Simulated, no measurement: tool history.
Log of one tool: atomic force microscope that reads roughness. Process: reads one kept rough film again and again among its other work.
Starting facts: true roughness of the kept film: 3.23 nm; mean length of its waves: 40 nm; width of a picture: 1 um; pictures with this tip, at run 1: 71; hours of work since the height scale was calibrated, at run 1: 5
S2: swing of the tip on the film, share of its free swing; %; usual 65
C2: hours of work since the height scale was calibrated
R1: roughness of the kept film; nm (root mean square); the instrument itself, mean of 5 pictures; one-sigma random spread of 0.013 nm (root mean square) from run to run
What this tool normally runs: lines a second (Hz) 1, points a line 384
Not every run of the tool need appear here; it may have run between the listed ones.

{"run": 1, "hour": 0.0, "lines a second (Hz)": 1, "S2": 65, "points a line": 384, "pictures with this tip": 71, "C2": 5, "R1": 2.926}
{"run": 2, "hour": 10.6, "lines a second (Hz)": 1, "S2": 65, "points a line": 384, "pictures with this tip": 88, "C2": 12, "R1": 2.911}
{"run": 3, "hour": 19.1, "lines a second (Hz)": 1, "S2": 65, "points a line": 384, "pictures with this tip": 102, "C2": 18, "R1": 2.888}
{"run": 4, "hour": 27.2, "lines a second (Hz)": 1, "S2": 65, "points a line": 384, "pictures with this tip": 115, "C2": 23, "R1": 2.921}
{"run": 5, "hour": 39.8, "lines a second (Hz)": 1, "S2": 65, "points a line": 694, "pictures with this tip": 135, "C2": 32, "R1": 2.907}
{"run": 6, "hour": 45.6, "lines a second (Hz)": 2.55, "S2": 65, "points a line": 384, "pictures with this tip": 144, "C2": 36, "R1": 2.783}
{"run": 7, "hour": 58.1, "lines a second (Hz)": 2.55, "S2": 65, "points a line": 384, "pictures with this tip": 164, "C2": 44, "R1": 2.743}
{"run": 8, "hour": 64.9, "lines a second (Hz)": 2.55, "S2": 65, "points a line": 384, "pictures with this tip": 175, "C2": 48, "R1": 2.747}
{"run": 9, "hour": 76.0, "lines a second (Hz)": 2.55, "S2": 65, "points a line": 384, "pictures with this tip": 193, "C2": 56, "R1": 2.73}
{"hour": 84.6, "done": "new tip fitted"}
{"run": 10, "hour": 89.1, "lines a second (Hz)": 2.55, "S2": 65, "points a line": 384, "pictures with this tip": 8, "C2": 64, "R1": 2.87}
{"run": 11, "hour": 97.9, "lines a second (Hz)": 1, "S2": 84, "points a line": 384, "pictures with this tip": 22, "C2": 70, "R1": 2.82}
{"run": 12, "hour": 103.9, "lines a second (Hz)": 1, "S2": 65, "points a line": 384, "pictures with this tip": 31, "C2": 74, "R1": 2.94}
{"run": 13, "hour": 113.5, "lines a second (Hz)": 1, "S2": 65, "points a line": 384, "pictures with this tip": 47, "C2": 80, "R1": 2.929}
{"run": 14, "hour": 120.2, "lines a second (Hz)": 1, "S2": 65, "points a line": 384, "pictures with this tip": 58, "C2": 85, "R1": 2.925}
{"run": 15, "hour": 129.5, "lines a second (Hz)": 1, "S2": 65, "points a line": 384, "pictures with this tip": 73, "C2": 91, "R1": 2.896}
{"run": 16, "hour": 138.7, "lines a second (Hz)": 1, "S2": 64, "points a line": 279, "pictures with this tip": 88, "C2": 97, "R1": 2.87}

Run 17 has not been measured yet. What should we expect?
{"run": 17, "hour": 145.5, "lines a second (Hz)": 1, "S2": 64, "points a line": 279, "pictures with this tip": 99, "C2": 102, "R1": "?"}

Run 17 measured R1 2.898 nm (root mean square).
If the tool had no hidden condition, the same run with the same run-to-run variation would have returned R1 2.981 nm (root mean square).

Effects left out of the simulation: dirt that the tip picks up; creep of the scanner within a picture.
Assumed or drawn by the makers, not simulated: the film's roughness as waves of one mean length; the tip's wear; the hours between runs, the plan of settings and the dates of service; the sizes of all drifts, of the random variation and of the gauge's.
